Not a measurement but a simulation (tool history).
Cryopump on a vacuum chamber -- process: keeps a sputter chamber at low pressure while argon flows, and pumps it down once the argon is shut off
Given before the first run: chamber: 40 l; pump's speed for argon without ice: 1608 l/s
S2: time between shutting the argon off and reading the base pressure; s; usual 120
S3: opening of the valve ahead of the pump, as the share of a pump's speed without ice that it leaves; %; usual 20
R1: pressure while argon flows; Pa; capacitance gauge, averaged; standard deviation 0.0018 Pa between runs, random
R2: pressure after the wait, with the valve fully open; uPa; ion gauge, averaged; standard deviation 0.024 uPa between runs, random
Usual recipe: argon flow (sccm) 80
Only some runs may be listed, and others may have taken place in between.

Run 1, hour 0.0: usual settings. Result: R1 0.4232 Pa, R2 1.19 uPa.
Run 2, hour 79.4: usual settings. Result: R1 0.4285 Pa, R2 1.24 uPa.
Run 3, hour 144.0: usual settings. Result: R1 0.4293 Pa, R2 1.24 uPa.
Run 4, hour 255.4: usual settings. Result: R1 0.4314 Pa, R2 1.35 uPa.
Run 5, hour 342.4: usual settings. Result: R1 0.4341 Pa, R2 1.32 uPa.
Run 6, hour 419.2: usual settings but S2 31 s. Result: R1 0.4348 Pa, R2 3.50 uPa.
Run 7, hour 507.4: usual settings but S2 31 s. Result: R1 0.4344 Pa, R2 3.52 uPa.
Run 8, hour 581.9: usual settings but S2 31 s. Result: R1 0.4376 Pa, R2 3.69 uPa.
Run 9, hour 640.6: usual settings. Result: R1 0.4399 Pa, R2 1.50 uPa.
Run 10, hour 733.6: usual settings but S3 16 %. Result: R1 0.5421 Pa, R2 1.58 uPa.
Run 11, hour 828.1: usual settings. Result: R1 0.4439 Pa, R2 1.57 uPa.
Run 12, hour 925.9: usual settings. Result: R1 0.4444 Pa, R2 1.68 uPa.
Run 13, hour 1017.0: usual settings but S3 47 %. Result: R1 0.2054 Pa, R2 1.72 uPa.
Run 14, hour 1131.1: usual settings but S3 47 %. Result: R1 0.2058 Pa, R2 1.78 uPa.
Run 15, hour 1208.6: usual settings but S3 47 %. Result: R1 0.2090 Pa, R2 1.88 uPa.
Run 16, hour 1257.8: usual settings but S3 47 %. Result: R1 0.2092 Pa, R2 1.96 uPa.
Run 17, hour 1366.2: usual settings but argon flow (sccm) 67, S2 25 s. Result: R1 0.3800 Pa, R2 4.80 uPa.
Run 18, hour 1437.5: usual settings but S2 48 s. Result: R1 0.4531 Pa, R2 3.05 uPa.
Run 19, hour 1535.0: usual settings but argon flow (sccm) 154, S2 240 s. Result: R1 0.8830 Pa, R2 1.69 uPa.
At hour 1607.9: pump warmed up, emptied and cooled again.
Run 20, hour 1645.3: usual settings but S2 37 s, S3 42 %. Result: R1 0.2044 Pa, R2 3.44 uPa.
Run 21, hour 1734.1: usual settings but S2 37 s, S3 42 %. Result: R1 0.2045 Pa, R2 3.61 uPa.
Run 22, hour 1807.9: usual settings but argon flow (sccm) 33, S2 76 s, S3 19 %. Result: R1 0.1857 Pa, R2 2.33 uPa.
Run 23, hour 1861.5: usual settings but argon flow (sccm) 33, S2 76 s, S3 19 %. Result: R1 0.1836 Pa, R2 2.30 uPa.
Run 24, hour 1939.4: usual settings but argon flow (sccm) 99, S2 30 s. Result: R1 0.5335 Pa, R2 4.10 uPa.
Run 25, hour 1995.4: usual settings but argon flow (sccm) 33. Result: R1 0.1776 Pa, R2 2.00 uPa.
Run 26, hour 2085.2: usual settings but argon flow (sccm) 33. Result: R1 0.1782 Pa, R2 2.02 uPa.
Run 27, hour 2170.0: usual settings but argon flow (sccm) 56, S2 142 s, S3 37 %. Result: R1 0.1672 Pa, R2 1.97 uPa.

3 options for the next run, each taken on its own from the tool as it stands now. Forecast them:
Run A, hour 2222.0: usual settings but argon flow (sccm) 33, S2 52 s. Result: R1 ?, R2 ?.
Run B, hour 2222.0: usual settings but argon flow (sccm) 122, S2 23 s, S3 26 %. Result: R1 ?, R2 ?.
Run C, hour 2222.0: usual settings but argon flow (sccm) 47, S3 23 %. Result: R1 ?, R2 ?.

run      R1    R2
  A  0.1784  3.05
  B  0.5138  5.37
  C  0.2187  2.20
With the hidden condition removed and each run's random variation left untouched, the same runs would have given:
run      R1    R2
  A  0.1730  1.87
  B  0.4938  4.16
  C  0.2111  0.97

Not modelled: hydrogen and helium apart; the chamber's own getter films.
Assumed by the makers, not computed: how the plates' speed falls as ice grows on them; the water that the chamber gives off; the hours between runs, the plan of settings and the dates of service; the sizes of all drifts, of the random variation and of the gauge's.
